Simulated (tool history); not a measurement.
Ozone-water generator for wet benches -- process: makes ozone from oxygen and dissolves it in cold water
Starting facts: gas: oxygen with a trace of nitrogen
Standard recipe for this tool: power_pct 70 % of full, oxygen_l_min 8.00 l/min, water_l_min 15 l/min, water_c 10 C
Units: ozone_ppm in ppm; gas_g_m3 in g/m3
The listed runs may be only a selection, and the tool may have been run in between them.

run    hour  power_pct  oxygen_l_min  water_l_min  water_c  ozone_ppm  gas_g_m3
  1     0.0         70          8.00           15       10       31.5     183.9
  2    55.3         70          8.00           15        5       34.0     184.1
  3   103.5         70          8.00           15        5       34.0     183.7
  4   140.3         70          8.00           15        5       33.4     183.0
  5   173.5         70          8.00           15        5       34.1     184.3
  6   214.6         70          8.00           15        5       34.3     183.6
  7   255.9         70          8.00           15        5       34.1     182.1
  8   291.8         70          8.00           15        5       33.7     183.5
  9   315.4         70          8.00           15        5       33.5     183.9
 10   371.1         70          8.00           15        5       34.0     183.9
 11   394.1         70          8.00           15        5       33.1     181.3
 12   449.6         70          8.00           15       10       31.1     184.2
 13   483.1         70          8.00           15       10       30.6     183.2
 14   531.8         70          8.00           15        8       32.0     184.1
 15   560.7         70          8.00           15        8       31.7     180.5
 16   615.4         70          8.00           15        8       31.7     185.9
 17   662.0         56         14.15           12       15       23.8     116.5
 18   688.7         56         14.15           12       15       23.6     118.1
 19   740.0         68          5.35           12       15       32.3     218.1
 20   790.1         68          5.35           12       15       31.8     219.8
 21   823.6         70          8.00           21        6       26.4     184.8
 22   855.4         70          8.00           11       10       36.2     182.7
 23   901.8         83          4.15           12        6       42.9     284.8
 24   928.3         67          4.15           24        6       21.1     244.6
 25   980.7         67         10.27           24        8       22.3     155.2
 26  1009.0         67         11.39           24        8       22.6     146.4
 27  1050.2         70         11.70           17       15       24.8     149.8
 28  1083.6         70         11.70           17       15       24.8     150.3
 29  1131.9         83         11.70           13       15       31.1     170.0

The next listed run, before its measurement:
 30  1176.3         42          4.23           24        7          ?         ?

For run 30 the tool returned ozone_ppm 14.9 ppm, gas_g_m3 174.7 g/m3.
Without the tool's hidden state the same run would have given ozone_ppm 16.1 ppm, gas_g_m3 178.4 g/m3.
